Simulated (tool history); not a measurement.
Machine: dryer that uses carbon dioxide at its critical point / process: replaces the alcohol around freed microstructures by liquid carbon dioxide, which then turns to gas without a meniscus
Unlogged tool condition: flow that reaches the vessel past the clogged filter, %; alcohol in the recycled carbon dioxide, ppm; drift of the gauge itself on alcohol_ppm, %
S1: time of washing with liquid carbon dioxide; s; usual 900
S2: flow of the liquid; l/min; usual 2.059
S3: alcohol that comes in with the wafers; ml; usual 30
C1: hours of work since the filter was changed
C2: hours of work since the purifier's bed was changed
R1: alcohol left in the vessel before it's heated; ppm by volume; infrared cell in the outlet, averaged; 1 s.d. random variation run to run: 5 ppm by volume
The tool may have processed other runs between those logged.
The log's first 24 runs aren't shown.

{"run": 25, "hour": 566.7, "S1": 900, "S2": 3.08, "S3": 30, "C1": 428, "C2": 266, "R1": 44}
{"run": 26, "hour": 597.5, "S1": 900, "S2": 3.08, "S3": 30, "C1": 441, "C2": 279, "R1": 36}
{"hour": 627.0, "done": "inlet filter changed"}
{"run": 27, "hour": 630.1, "S1": 900, "S2": 3.08, "S3": 60, "C1": 1, "C2": 292, "R1": 43}
{"run": 28, "hour": 648.4, "S1": 780, "S2": 1.57, "S3": 46, "C1": 9, "C2": 299, "R1": 225}
{"run": 29, "hour": 662.0, "S1": 600, "S2": 1.28, "S3": 30, "C1": 14, "C2": 304, "R1": 641}
{"run": 30, "hour": 689.1, "S1": 1140, "S2": 2.6, "S3": 28, "C1": 25, "C2": 315, "R1": 46}
{"run": 31, "hour": 703.5, "S1": 720, "S2": 2.74, "S3": 69, "C1": 31, "C2": 321, "R1": 65}
{"run": 32, "hour": 722.6, "S1": 720, "S2": 1.57, "S3": 22, "C1": 39, "C2": 329, "R1": 175}
{"run": 33, "hour": 741.9, "S1": 960, "S2": 2.24, "S3": 88, "C1": 46, "C2": 337, "R1": 58}
{"run": 34, "hour": 769.5, "S1": 900, "S2": 2.059, "S3": 28, "C1": 57, "C2": 348, "R1": 66}
{"run": 35, "hour": 789.2, "S1": 1320, "S2": 3.03, "S3": 113, "C1": 65, "C2": 356, "R1": 47}
{"run": 36, "hour": 809.0, "S1": 1320, "S2": 3.03, "S3": 113, "C1": 73, "C2": 364, "R1": 52}
{"run": 37, "hour": 828.2, "S1": 1320, "S2": 2.51, "S3": 70, "C1": 81, "C2": 371, "R1": 56}
{"run": 38, "hour": 848.6, "S1": 900, "S2": 2.0, "S3": 32, "C1": 89, "C2": 380, "R1": 72}
{"run": 39, "hour": 874.2, "S1": 1260, "S2": 2.0, "S3": 118, "C1": 100, "C2": 390, "R1": 62}
{"run": 40, "hour": 903.9, "S1": 960, "S2": 1.6, "S3": 118, "C1": 112, "C2": 402, "R1": 235}
{"run": 41, "hour": 920.1, "S1": 960, "S2": 1.6, "S3": 118, "C1": 118, "C2": 409, "R1": 240}
{"run": 42, "hour": 939.1, "S1": 900, "S2": 2.16, "S3": 30, "C1": 126, "C2": 416, "R1": 70}
{"run": 43, "hour": 960.9, "S1": 1140, "S2": 1.87, "S3": 30, "C1": 135, "C2": 425, "R1": 64}
{"run": 44, "hour": 986.0, "S1": 900, "S2": 3.25, "S3": 43, "C1": 145, "C2": 435, "R1": 59}
{"run": 45, "hour": 1000.3, "S1": 1140, "S2": 2.27, "S3": 30, "C1": 151, "C2": 441, "R1": 62}
{"run": 46, "hour": 1014.6, "S1": 780, "S2": 2.27, "S3": 30, "C1": 156, "C2": 447, "R1": 75}

Consider 3 possible next runs. They are alternatives, not a sequence: every one starts from the tool as it was left by run 46. What does each give?
{"run": "A", "hour": 1041.5, "S1": 780, "S2": 2.64, "S3": 30, "C1": 167, "C2": 458, "R1": "?"}
{"run": "B", "hour": 1041.5, "S1": 1320, "S2": 2.1, "S3": 47, "C1": 167, "C2": 458, "R1": "?"}
{"run": "C", "hour": 1041.5, "S1": 540, "S2": 2.059, "S3": 28, "C1": 167, "C2": 458, "R1": "?"}

run=A R1=75
run=B R1=75
run=C R1=243
With the hidden condition removed and each run's random variation left untouched, the same runs would have given:
run=A R1=14
run=B R1=14
run=C R1=167
